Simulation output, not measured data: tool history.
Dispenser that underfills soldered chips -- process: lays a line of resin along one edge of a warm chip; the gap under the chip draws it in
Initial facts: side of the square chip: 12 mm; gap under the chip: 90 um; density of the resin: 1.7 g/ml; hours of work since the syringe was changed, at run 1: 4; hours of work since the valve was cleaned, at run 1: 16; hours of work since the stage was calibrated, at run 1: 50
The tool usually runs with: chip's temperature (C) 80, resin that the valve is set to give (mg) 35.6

run	hour	chip's temperature (C)	resin that the valve is set to give (mg)	hours of work since the syringe was changed	hours of work since the valve was cleaned	hours of work since the stage was calibrated	time until the resin shows at the far edge (s)	resin that the valve gave (mg)
1	0	80	35.6	4	16	50	45.3	35.53
# hour 6: new syringe of resin
2	8.8	80	35.6	2	23	56	35.9	35.09
3	16.2	80	35.6	7	28	62	56.9	35.14
# hour 18: new syringe of resin
4	23.8	80	35.6	4	33	67	44.6	34.95
# hour 29.9: new syringe of resin
5	29.9	80	35.6	0	37	71	31.2	34.95
6	37.3	80	34.3	5	43	76	50.7	33.46
# hour 42.2: new syringe of resin
7	46.2	80	34.3	3	49	83	39.6	33.36
# hour 54.2: new syringe of resin
8	55.5	80	34.3	1	55	89	33.6	33.25
9	65	80	34.3	8	62	96	61.4	33.07
# hour 66.4: new syringe of resin
10	75.3	80	34.3	6	69	103	53.1	33.04
# hour 78.4: new syringe of resin
11	82.4	80	34.3	3	74	108	40.5	33.03
# hour 89.9: new syringe of resin
12	90.8	83	34.3	1	80	114	29.4	32.64
13	97.3	83	34.3	5	85	118	44.1	32.77
# hour 101.5: new syringe of resin
# hour 105: dispensing valve cleaned and set on the balance
14	107.5	83	34.3	4	2	125	38.7	34.35
# hour 114.3: new syringe of resin
15	116.4	73	38.5	1	8	131	40.7	38.17
16	125.3	95	32	8	14	137	39.6	31.55
# hour 126.4: new syringe of resin
17	136.8	95	32	7	22	146	39.1	31.48
# hour 138.1: new syringe of resin
18	142.8	71	32	3	27	150	53.9	31.55
19	149	92	46	8	31	154	42.4	45.23
# hour 150: new syringe of resin
20	157.1	80	33	5	37	160	46.8	32.33
# hour 162.1: new syringe of resin
21	166.9	89	35.5	3	43	167	32.3	34.55
# hour 173.7: new syringe of resin
22	173.7	83	33	0	48	171	28.1	32.05

Forecast run 23:
23	178.7	77	40.6	4	52	175	?	?

{"run 23": {"time until the resin shows at the far edge (s)": 44.4, "resin that the valve gave (mg)": 39.1}}
Were there no unlogged condition in the tool, this run, its random variation unchanged, would have produced time until the resin shows at the far edge (s) 34.2, resin that the valve gave (mg) 40.43.

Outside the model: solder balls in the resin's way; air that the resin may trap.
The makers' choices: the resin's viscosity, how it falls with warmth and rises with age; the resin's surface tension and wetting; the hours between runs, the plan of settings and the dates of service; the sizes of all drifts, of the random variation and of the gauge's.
